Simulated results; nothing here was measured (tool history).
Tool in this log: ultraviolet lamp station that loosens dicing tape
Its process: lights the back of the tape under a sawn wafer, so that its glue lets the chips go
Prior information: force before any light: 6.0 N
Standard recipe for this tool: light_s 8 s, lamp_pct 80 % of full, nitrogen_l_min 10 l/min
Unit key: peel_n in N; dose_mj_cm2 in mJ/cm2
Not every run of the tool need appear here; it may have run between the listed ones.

run 1 hour=0.0 | light_s=8 lamp_pct=80 nitrogen_l_min=10 | peel_n=0.278 dose_mj_cm2=209
run 2 hour=5.8 | light_s=8 lamp_pct=80 nitrogen_l_min=10 | peel_n=0.289 dose_mj_cm2=211
run 3 hour=17.4 | light_s=8 lamp_pct=80 nitrogen_l_min=10 | peel_n=0.271 dose_mj_cm2=216
run 4 hour=28.8 | light_s=8 lamp_pct=80 nitrogen_l_min=10 | peel_n=0.279 dose_mj_cm2=216
run 5 hour=36.6 | light_s=8 lamp_pct=80 nitrogen_l_min=10 | peel_n=0.287 dose_mj_cm2=213
run 6 hour=48.6 | light_s=8 lamp_pct=81 nitrogen_l_min=10 | peel_n=0.291 dose_mj_cm2=215
run 7 hour=58.8 | light_s=15 lamp_pct=80 nitrogen_l_min=10 | peel_n=0.058 dose_mj_cm2=392
run 8 hour=68.5 | light_s=15 lamp_pct=80 nitrogen_l_min=10 | peel_n=0.066 dose_mj_cm2=391
run 9 hour=77.3 | light_s=8 lamp_pct=80 nitrogen_l_min=10 | peel_n=0.287 dose_mj_cm2=212
run 10 hour=86.2 | light_s=8 lamp_pct=80 nitrogen_l_min=10 | peel_n=0.294 dose_mj_cm2=208
run 11 hour=93.5 | light_s=8 lamp_pct=80 nitrogen_l_min=10 | peel_n=0.298 dose_mj_cm2=208
run 12 hour=102.5 | light_s=8 lamp_pct=80 nitrogen_l_min=10 | peel_n=0.283 dose_mj_cm2=206
run 13 hour=116.5 | light_s=5 lamp_pct=79 nitrogen_l_min=8 | peel_n=0.988 dose_mj_cm2=131
run 14 hour=122.5 | light_s=15 lamp_pct=84 nitrogen_l_min=5 | peel_n=0.100 dose_mj_cm2=401
run 15 hour=135.5 | light_s=15 lamp_pct=84 nitrogen_l_min=5 | peel_n=0.096 dose_mj_cm2=408
run 16 hour=141.7 | light_s=5 lamp_pct=95 nitrogen_l_min=10 | peel_n=0.623 dose_mj_cm2=155
run 17 hour=151.3 | light_s=11 lamp_pct=77 nitrogen_l_min=18 | peel_n=0.105 dose_mj_cm2=272
run 18 hour=158.7 | light_s=8 lamp_pct=98 nitrogen_l_min=6 | peel_n=0.280 dose_mj_cm2=251
run 19 hour=168.4 | light_s=8 lamp_pct=99 nitrogen_l_min=5 | peel_n=0.342 dose_mj_cm2=254
run 20 hour=175.5 | light_s=8 lamp_pct=83 nitrogen_l_min=15 | peel_n=0.213 dose_mj_cm2=209
run 21 hour=182.6 | light_s=8 lamp_pct=83 nitrogen_l_min=15 | peel_n=0.199 dose_mj_cm2=210
run 22 hour=189.5 | light_s=8 lamp_pct=96 nitrogen_l_min=6 | peel_n=0.308 dose_mj_cm2=244
run 23 hour=203.3 | light_s=12 lamp_pct=96 nitrogen_l_min=10 | peel_n=0.074 dose_mj_cm2=364
run 24 hour=214.0 | light_s=12 lamp_pct=96 nitrogen_l_min=10 | peel_n=0.082 dose_mj_cm2=369

Per-run results on a tool with no hidden state, each run keeping its own random variation:
Hidden state at play: lamp's light, % of a new lamp's; light that the window lets through, % of a clean one's; drift of the gauge itself on peel_n, %; drift of the gauge itself on dose_mj_cm2, %.
run=1 peel_n=0.237 dose_mj_cm2=222
run=2 peel_n=0.246 dose_mj_cm2=224
run=3 peel_n=0.227 dose_mj_cm2=230
run=4 peel_n=0.232 dose_mj_cm2=231
run=5 peel_n=0.237 dose_mj_cm2=228
run=6 peel_n=0.241 dose_mj_cm2=231
run=7 peel_n=0.053 dose_mj_cm2=422
run=8 peel_n=0.061 dose_mj_cm2=423
run=9 peel_n=0.231 dose_mj_cm2=229
run=10 peel_n=0.237 dose_mj_cm2=225
run=11 peel_n=0.239 dose_mj_cm2=226
run=12 peel_n=0.223 dose_mj_cm2=225
run=13 peel_n=0.843 dose_mj_cm2=143
run=14 peel_n=0.084 dose_mj_cm2=439
run=15 peel_n=0.079 dose_mj_cm2=448
run=16 peel_n=0.507 dose_mj_cm2=170
run=17 peel_n=0.088 dose_mj_cm2=300
run=18 peel_n=0.214 dose_mj_cm2=277
run=19 peel_n=0.261 dose_mj_cm2=281
run=20 peel_n=0.162 dose_mj_cm2=232
run=21 peel_n=0.149 dose_mj_cm2=234
run=22 peel_n=0.233 dose_mj_cm2=271
run=23 peel_n=0.063 dose_mj_cm2=406
run=24 peel_n=0.071 dose_mj_cm2=412

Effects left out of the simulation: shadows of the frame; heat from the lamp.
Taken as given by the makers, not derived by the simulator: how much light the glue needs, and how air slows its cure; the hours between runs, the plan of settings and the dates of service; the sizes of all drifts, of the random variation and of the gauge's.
